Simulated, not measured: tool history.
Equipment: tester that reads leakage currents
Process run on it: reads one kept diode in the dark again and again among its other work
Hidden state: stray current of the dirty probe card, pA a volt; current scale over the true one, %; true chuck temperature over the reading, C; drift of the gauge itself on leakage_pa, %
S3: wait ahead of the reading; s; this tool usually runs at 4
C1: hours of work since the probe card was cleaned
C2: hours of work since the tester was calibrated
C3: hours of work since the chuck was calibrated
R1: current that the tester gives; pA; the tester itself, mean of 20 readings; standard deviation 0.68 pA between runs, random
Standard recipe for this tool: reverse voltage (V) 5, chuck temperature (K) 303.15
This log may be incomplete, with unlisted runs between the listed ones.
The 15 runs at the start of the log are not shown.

Run 16, hour 466.8: usual settings but reverse voltage (V) 4.25, chuck temperature (K) 298.15; C1 1743; C2 816; C3 380. Result: R1 144.09 pA.
Run 17, hour 508.8: usual settings but reverse voltage (V) 14.2; C1 1766; C2 838; C3 403. Result: R1 327.57 pA.
Run 18, hour 549.9: usual settings but reverse voltage (V) 14.2; C1 1788; C2 860; C3 425. Result: R1 326.42 pA.
Run 19, hour 578: usual settings but reverse voltage (V) 14.2; C1 1803; C2 875; C3 440. Result: R1 325.68 pA.
Run 20, hour 604.9: usual settings; C1 1817; C2 889; C3 454. Result: R1 222.69 pA.
Run 21, hour 640.4: usual settings but reverse voltage (V) 4.46, chuck temperature (K) 301.15, S3 2.51 s; C1 1836; C2 908; C3 473. Result: R1 182.58 pA.
Run 22, hour 683: usual settings but reverse voltage (V) 4.46, chuck temperature (K) 313.15, S3 2.51 s; C1 1859; C2 931; C3 496. Result: R1 438.96 pA.
Run 23, hour 724.4: usual settings but reverse voltage (V) 4.46, chuck temperature (K) 313.15, S3 2.75 s; C1 1881; C2 953; C3 518. Result: R1 437.38 pA.
Run 24, hour 741.8: usual settings but reverse voltage (V) 4.46, chuck temperature (K) 313.15, S3 2.75 s; C1 1891; C2 963; C3 527. Result: R1 438.68 pA.
Run 25, hour 766.9: usual settings but reverse voltage (V) 4.46, chuck temperature (K) 313.15, S3 2.75 s; C1 1904; C2 976; C3 541. Result: R1 438.03 pA.
Run 26, hour 810.3: usual settings but reverse voltage (V) 16.68, chuck temperature (K) 317.15; C1 1927; C2 999; C3 564. Result: R1 934.17 pA.
Run 27, hour 848.8: usual settings but reverse voltage (V) 11.49, chuck temperature (K) 317.15, S3 2.11 s; C1 1948; C2 1020; C3 584. Result: R1 813.44 pA.
Run 28, hour 885.5: usual settings but reverse voltage (V) 18.86, chuck temperature (K) 306.15, S3 8.27 s; C1 1967; C2 1039; C3 604. Result: R1 446.68 pA.
Run 29, hour 907.7: usual settings but chuck temperature (K) 322.15, S3 2.35 s; C1 1979; C2 1051; C3 616. Result: R1 840.7 pA.
Run 30, hour 933.4: usual settings but chuck temperature (K) 322.15, S3 2.35 s; C1 1993; C2 1065; C3 630. Result: R1 838.65 pA.
Run 31, hour 968.9: usual settings but reverse voltage (V) 6.48, chuck temperature (K) 325.15, S3 2.35 s; C1 2012; C2 1084; C3 649. Result: R1 1129.14 pA.
Run 32, hour 1000.9: usual settings but chuck temperature (K) 315.15; C1 2029; C2 1101; C3 666. Result: R1 518.04 pA.
Run 33, hour 1019.8: usual settings but reverse voltage (V) 7.44, chuck temperature (K) 311.15, S3 0.71 s; C1 2039; C2 1111; C3 676. Result: R1 455.79 pA.
Run 34, hour 1039.6: usual settings but reverse voltage (V) 7.44, chuck temperature (K) 311.15, S3 0.71 s; C1 2050; C2 1122; C3 686. Result: R1 456.54 pA.
Run 35, hour 1058.3: usual settings but reverse voltage (V) 5.77, chuck temperature (K) 296.15, S3 0.53 s; C1 2060; C2 1132; C3 696. Result: R1 137.41 pA.
Run 36, hour 1091.3: usual settings but reverse voltage (V) 1.18, chuck temperature (K) 306.15, S3 0.44 s; C1 2077; C2 1149; C3 714. Result: R1 162.68 pA.
Run 37, hour 1112.3: usual settings but reverse voltage (V) 1.11, chuck temperature (K) 330.15, S3 6.23 s; C1 2089; C2 1161; C3 725. Result: R1 821.47 pA.
Run 38, hour 1143.5: usual settings but reverse voltage (V) 2.55; C1 2105; C2 1177; C3 742. Result: R1 171.18 pA.
Run 39, hour 1176.4: usual settings but reverse voltage (V) 2.55; C1 2123; C2 1195; C3 760. Result: R1 171.4 pA.

Here are 4 independent what-if runs from the current tool condition. What would each one return?
At hour 1189.4: chuck's temperature calibrated.
Run A, hour 1201.5: usual settings but S3 0.57 s; C1 2135; C2 1207; C3 6. Result: R1 ?.
At hour 1189.4: chuck's temperature calibrated.
Run B, hour 1201.5: usual settings but reverse voltage (V) 9.08, chuck temperature (K) 314.15, S3 1.26 s; C1 2135; C2 1207; C3 6. Result: R1 ?.
At hour 1189.4: chuck's temperature calibrated.
Run C, hour 1201.5: usual settings but S3 0.55 s; C1 2135; C2 1207; C3 6. Result: R1 ?.
At hour 1189.4: chuck's temperature calibrated.
Run D, hour 1201.5: usual settings but reverse voltage (V) 4.51, S3 2.93 s; C1 2135; C2 1207; C3 6. Result: R1 ?.

run      R1
  A  229.53
  B  623.82
  C  229.08
  D  219.35
What these runs would have given with no unlogged condition in the tool:
run      R1
  A  227.46
  B  619.45
  C  227.02
  D  217.44
